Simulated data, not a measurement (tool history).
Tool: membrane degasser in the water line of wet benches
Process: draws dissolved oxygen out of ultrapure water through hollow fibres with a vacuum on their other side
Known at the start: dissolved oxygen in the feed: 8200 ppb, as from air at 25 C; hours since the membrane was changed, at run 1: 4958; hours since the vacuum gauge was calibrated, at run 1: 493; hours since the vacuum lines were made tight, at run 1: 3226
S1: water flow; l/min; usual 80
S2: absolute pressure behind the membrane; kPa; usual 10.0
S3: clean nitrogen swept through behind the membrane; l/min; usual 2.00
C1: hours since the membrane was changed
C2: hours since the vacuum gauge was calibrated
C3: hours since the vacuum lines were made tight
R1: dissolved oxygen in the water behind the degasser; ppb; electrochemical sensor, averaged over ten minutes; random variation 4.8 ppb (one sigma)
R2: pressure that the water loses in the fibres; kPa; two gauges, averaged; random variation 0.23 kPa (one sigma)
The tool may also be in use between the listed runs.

| run | day | S1 | S2 | S3 | C1 | C2 | C3 | R1 | R2 |
|---|---|---|---|---|---|---|---|---|---|
| 1 | 0.000 | 80 | 10.0 | 2.00 | 4958 | 493 | 3226 | 558.6 | 59.42 |
| 2 | 4.762 | 80 | 10.0 | 2.00 | 5073 | 607 | 3340 | 557.8 | 59.90 |
| 3 | 8.012 | 80 | 16.5 | 2.00 | 5151 | 685 | 3418 | 1008.0 | 59.66 |
| 4 | 13.408 | 80 | 10.0 | 2.00 | 5280 | 815 | 3547 | 556.6 | 59.24 |
| 5 | 16.442 | 80 | 10.0 | 2.00 | 5353 | 888 | 3620 | 559.0 | 59.96 |
| 6 | 20.538 | 80 | 10.0 | 2.00 | 5451 | 986 | 3718 | 561.6 | 60.15 |
| 7 | 23.929 | 80 | 10.0 | 2.00 | 5533 | 1067 | 3800 | 554.3 | 59.72 |
| 8 | 28.229 | 80 | 10.0 | 2.00 | 5636 | 1170 | 3903 | 556.9 | 60.14 |
| 9 | 31.229 | 80 | 10.0 | 2.00 | 5708 | 1242 | 3975 | 564.9 | 59.89 |
| 10 | 34.983 | 80 | 10.0 | 2.00 | 5798 | 1333 | 4065 | 564.7 | 60.08 |
| 11 | 37.925 | 80 | 10.0 | 2.00 | 5869 | 1403 | 4136 | 561.0 | 59.86 |
| 12 | 40.854 | 80 | 10.0 | 2.00 | 5939 | 1473 | 4206 | 557.2 | 59.80 |
| 13 | 44.729 | 80 | 10.0 | 2.87 | 6032 | 1567 | 4299 | 428.8 | 60.10 |
| 14 | 47.671 | 80 | 10.0 | 2.87 | 6103 | 1637 | 4370 | 433.4 | 59.82 |
| 15 | 51.450 | 80 | 10.0 | 2.87 | 6193 | 1728 | 4460 | 438.0 | 59.51 |
| 16 | 54.871 | 80 | 10.0 | 2.87 | 6275 | 1810 | 4543 | 431.4 | 59.68 |
| 17 | 57.629 | 87 | 22.9 | 1.65 | 6342 | 1876 | 4609 | 1689.3 | 65.41 |
| 18 | 62.046 | 87 | 22.9 | 1.65 | 6448 | 1982 | 4715 | 1698.0 | 64.84 |
| 19 | 66.221 | 87 | 22.9 | 1.65 | 6548 | 2082 | 4815 | 1699.8 | 64.87 |
| 20 | 70.146 | 76 | 20.8 | 2.91 | 6642 | 2177 | 4909 | 931.7 | 56.86 |
| 21 | 74.846 | 76 | 20.8 | 2.91 | 6755 | 2289 | 5022 | 933.6 | 56.87 |
|  | 75.125 | vacuum gauge calibrated |
| 22 | 79.054 | 52 | 11.7 | 0.80 | 6855 | 94 | 5122 | 920.7 | 38.87 |
| 23 | 83.733 | 84 | 8.6 | 1.86 | 6968 | 207 | 5235 | 510.1 | 63.22 |
| 24 | 87.688 | 84 | 8.6 | 1.86 | 7062 | 301 | 5330 | 514.0 | 63.24 |
|  | 90.725 | vacuum gauge calibrated, once more |
| 25 | 92.979 | 84 | 8.6 | 1.86 | 7189 | 54 | 5456 | 505.6 | 62.80 |
| 26 | 95.638 | 90 | 8.6 | 1.93 | 7253 | 118 | 5520 | 534.6 | 68.21 |
| 27 | 99.333 | 90 | 8.6 | 1.93 | 7341 | 207 | 5609 | 522.4 | 67.95 |
| 28 | 103.075 | 77 | 10.0 | 2.00 | 7431 | 296 | 5698 | 533.1 | 57.68 |
| 29 | 105.558 | 77 | 10.0 | 2.00 | 7491 | 356 | 5758 | 529.4 | 57.94 |
| 30 | 109.346 | 77 | 10.1 | 0.88 | 7582 | 447 | 5849 | 932.1 | 58.00 |
| 31 | 113.512 | 116 | 6.9 | 4.60 | 7682 | 547 | 5949 | 366.7 | 87.23 |
| 32 | 116.954 | 57 | 23.9 | 2.00 | 7764 | 629 | 6032 | 1116.3 | 43.24 |

Forecast each of these 3 alternatives for the next run:
| A | 120.554 | 80 | 10.0 | 1.13 | 7851 | 716 | 6118 | ? | ? |
| B | 120.554 | 57 | 10.3 | 2.00 | 7851 | 716 | 6118 | ? | ? |
| C | 120.554 | 118 | 15.0 | 2.98 | 7851 | 716 | 6118 | ? | ? |

| run | R1 | R2 |
|---|---|---|
| A | 820.0 | 60.82 |
| B | 413.6 | 43.09 |
| C | 1002.4 | 88.57 |
Without the tool's hidden state the same runs would have given:
| run | R1 | R2 |
|---|---|---|
| A | 814.9 | 58.94 |
| B | 410.3 | 41.75 |
| C | 984.1 | 85.82 |
